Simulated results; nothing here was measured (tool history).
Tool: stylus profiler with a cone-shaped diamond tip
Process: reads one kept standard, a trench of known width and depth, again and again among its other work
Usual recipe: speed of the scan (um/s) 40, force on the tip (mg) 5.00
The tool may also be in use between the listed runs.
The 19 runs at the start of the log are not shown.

run     day  speed of the scan (um/s)  force on the tip (mg)  depth of the trench (angstrom)  width of the trench's floor (nm)
 20  13.733                        40                   3.65                          2020.8                             97520
 21  14.217                        40                   3.65                          2021.3                             97530
 22  14.867                        40                   3.65                          2021.5                             97540
 23  15.667                        10                   1.86                          2011.8                             97690
 24  16.150                        10                   1.86                          2011.5                             97660
 25  16.767                        40                   3.65                          2020.5                             97530
 26  17.312                        40                   3.65                          2021.9                             97580
 27  17.842                       149                   2.00                          2013.4                             96870
 28  18.342                        20                  10.89                          2048.2                             97690
 29  19.262                        20                  10.89                          2048.5                             97610
 30  20.075                        20                  10.89                          2046.5                             97680
 31  20.938                        26                   5.00                          2025.5                             97570
 32  21.892                        21                   4.23                          2022.5                             97570
 33  22.746                        21                   4.23                          2024.4                             97640
 34  23.396                        35                  14.44                          2059.4                             97600
 35  24.317                        18                   2.80                          2015.1                             97580
 36  24.888                        42                   8.64                          2039.4                             97530
 37  25.358                        42                   8.64                          2039.6                             97500
 38  26.346                        42                   7.15                          2033.7                             97490
 39  27.304                        42                   7.15                          2033.9                             97500
 40  28.304                        21                   5.00                          2024.7                             97590
 41  28.812                        21                   5.00                          2025.5                             97570
 42  29.229                        18                   1.83                          2010.6                             97510
 43  30.217                        18                   1.83                          2011.2                             97490

Each row is a separate what-if for the run after 43, all from the same tool condition, not one after another. Results?
  A  30.962                        15                   5.00                               ?                                 ?
  B  30.962                        40                   1.98                               ?                                 ?
  C  30.962                        13                   2.83                               ?                                 ?
  D  30.962                        15                  10.02                               ?                                 ?

run  depth of the trench (angstrom)  width of the trench's floor (nm)
  A                          2025.0                             97520
  B                          2010.5                             97310
  C                          2014.5                             97580
  D                          2043.3                             97600
With the hidden condition removed and each run's random variation left untouched, the same runs would have given:
run  depth of the trench (angstrom)  width of the trench's floor (nm)
  A                          2030.9                             97970
  B                          2016.4                             97750
  C                          2020.4                             98030
  D                          2049.3                             98040
